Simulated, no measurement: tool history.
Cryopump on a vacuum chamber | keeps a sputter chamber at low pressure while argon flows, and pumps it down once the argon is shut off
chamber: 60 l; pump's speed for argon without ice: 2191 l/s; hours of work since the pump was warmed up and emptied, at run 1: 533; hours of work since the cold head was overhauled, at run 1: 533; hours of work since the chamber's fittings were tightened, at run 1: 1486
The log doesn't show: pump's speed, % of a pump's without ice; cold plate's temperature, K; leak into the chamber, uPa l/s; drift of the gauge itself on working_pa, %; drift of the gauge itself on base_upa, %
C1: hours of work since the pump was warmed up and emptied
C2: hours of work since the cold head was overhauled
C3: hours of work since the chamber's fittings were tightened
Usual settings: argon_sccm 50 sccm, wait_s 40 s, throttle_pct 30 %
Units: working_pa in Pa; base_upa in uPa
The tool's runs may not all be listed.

Run 1, hour 0.0: usual settings; C1 533; C2 533; C3 1486. Result: working_pa 0.1422 Pa, base_upa 1.67 uPa.
Run 2, hour 38.3: usual settings but argon_sccm 84 sccm; C1 562; C2 562; C3 1515. Result: working_pa 0.2417 Pa, base_upa 1.58 uPa.
Run 3, hour 92.1: usual settings but argon_sccm 84 sccm; C1 603; C2 603; C3 1556. Result: working_pa 0.2452 Pa, base_upa 1.69 uPa.
At hour 108.6: pump warmed up, emptied and cooled again.
Run 4, hour 136.4: usual settings; C1 21; C2 633; C3 1585. Result: working_pa 0.1293 Pa, base_upa 1.46 uPa.
Run 5, hour 217.4: usual settings but throttle_pct 29 %; C1 82; C2 694; C3 1647. Result: working_pa 0.1356 Pa, base_upa 1.49 uPa.
Run 6, hour 258.6: usual settings but argon_sccm 63 sccm, wait_s 26 s, throttle_pct 18 %; C1 114; C2 725; C3 1678. Result: working_pa 0.2738 Pa, base_upa 1.97 uPa.
Run 7, hour 317.1: usual settings but argon_sccm 63 sccm, wait_s 210 s, throttle_pct 17 %; C1 158; C2 770; C3 1722. Result: working_pa 0.2912 Pa, base_upa 0.74 uPa.
Run 8, hour 397.8: usual settings but argon_sccm 63 sccm, wait_s 210 s, throttle_pct 17 %; C1 219; C2 831; C3 1783. Result: working_pa 0.2917 Pa, base_upa 0.81 uPa.
Run 9, hour 448.1: usual settings but argon_sccm 85 sccm, wait_s 210 s, throttle_pct 17 %; C1 257; C2 869; C3 1821. Result: working_pa 0.3966 Pa, base_upa 0.84 uPa.
Run 10, hour 518.6: usual settings but argon_sccm 31 sccm, wait_s 240 s, throttle_pct 17 %; C1 310; C2 922; C3 1875. Result: working_pa 0.1454 Pa, base_upa 0.88 uPa.

Hidden state at the last listed run before each entry between runs and at the first one after, where it differs:
Between runs 3 and 4: pump warmed up, emptied and cooled again (hour 108.6)
  pump's speed, % of a pump's without ice: 69.3 -> 98.9; cold plate's temperature, K: 12.5 -> 12.51; leak into the chamber, uPa l/s: 1120 -> 1136
  measured less the result without the state, working_pa: +0.0296 -> +0.0008 Pa; base_upa: +0.61 -> +0.39 uPa
